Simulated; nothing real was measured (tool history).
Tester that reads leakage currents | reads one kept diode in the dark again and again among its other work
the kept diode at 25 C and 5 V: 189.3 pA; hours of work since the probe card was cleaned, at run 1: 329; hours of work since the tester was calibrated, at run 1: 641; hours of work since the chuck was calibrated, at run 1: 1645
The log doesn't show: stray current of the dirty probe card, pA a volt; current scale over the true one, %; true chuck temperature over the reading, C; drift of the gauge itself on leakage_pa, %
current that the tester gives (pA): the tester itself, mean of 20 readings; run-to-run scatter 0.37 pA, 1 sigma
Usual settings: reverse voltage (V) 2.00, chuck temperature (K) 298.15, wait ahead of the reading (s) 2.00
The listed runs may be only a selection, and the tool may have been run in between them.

| run | hour | reverse voltage (V) | chuck temperature (K) | wait ahead of the reading (s) | hours of work since the probe card was cleaned | hours of work since the tester was calibrated | hours of work since the chuck was calibrated | current that the tester gives (pA) |
|---|---|---|---|---|---|---|---|---|
| 1 | 0.0 | 2.00 | 298.15 | 2.00 | 329 | 641 | 1645 | 121.06 |
| 2 | 18.7 | 2.00 | 298.15 | 2.00 | 340 | 652 | 1656 | 121.25 |
| 3 | 37.8 | 2.00 | 298.15 | 2.00 | 350 | 662 | 1666 | 121.44 |
| 4 | 57.1 | 2.00 | 298.15 | 2.00 | 361 | 673 | 1677 | 121.63 |
| 5 | 73.0 | 2.00 | 298.15 | 2.00 | 370 | 682 | 1686 | 121.51 |
| 6 | 101.4 | 2.00 | 298.15 | 2.00 | 386 | 698 | 1702 | 121.36 |
| 7 | 131.4 | 2.00 | 298.15 | 2.00 | 402 | 714 | 1718 | 121.02 |
| 8 | 150.6 | 2.00 | 326.15 | 2.00 | 413 | 725 | 1729 | 948.17 |
| 9 | 166.8 | 2.00 | 326.15 | 2.00 | 422 | 734 | 1738 | 946.26 |
| 10 | 183.9 | 1.98 | 296.15 | 6.35 | 431 | 743 | 1747 | 102.75 |
| 11 | 200.4 | 8.38 | 317.15 | 2.41 | 441 | 752 | 1757 | 1028.35 |
| 12 | 222.0 | 1.23 | 325.15 | 2.00 | 453 | 764 | 1769 | 701.68 |
| 13 | 243.5 | 5.88 | 318.15 | 0.43 | 465 | 776 | 1780 | 931.50 |
| 14 | 263.0 | 17.54 | 318.15 | 7.57 | 475 | 787 | 1791 | 1579.94 |
| 15 | 276.8 | 2.00 | 303.15 | 2.00 | 483 | 795 | 1799 | 180.03 |
| 16 | 302.2 | 2.00 | 303.15 | 2.00 | 497 | 809 | 1813 | 180.05 |
| 17 | 334.8 | 3.04 | 293.15 | 1.54 | 515 | 827 | 1831 | 98.88 |

Consider 4 possible next runs. They are alternatives, not a sequence: every one starts from the tool as it was left by run 17. What does each give?
| A | 348.7 | 2.14 | 299.15 | 5.89 | 523 | 835 | 1839 | ? |
| B | 348.7 | 2.00 | 332.15 | 2.00 | 523 | 835 | 1839 | ? |
| C | 348.7 | 11.89 | 298.15 | 0.43 | 523 | 835 | 1839 | ? |
| D | 348.7 | 5.31 | 298.15 | 2.00 | 523 | 835 | 1839 | ? |

| run | current that the tester gives (pA) |
|---|---|
| A | 135.23 |
| B | 1408.25 |
| C | 293.89 |
| D | 195.05 |
Without the tool's unlogged condition, the same runs would have read:
| run | current that the tester gives (pA) |
|---|---|
| A | 135.11 |
| B | 1407.27 |
| C | 293.63 |
| D | 194.88 |

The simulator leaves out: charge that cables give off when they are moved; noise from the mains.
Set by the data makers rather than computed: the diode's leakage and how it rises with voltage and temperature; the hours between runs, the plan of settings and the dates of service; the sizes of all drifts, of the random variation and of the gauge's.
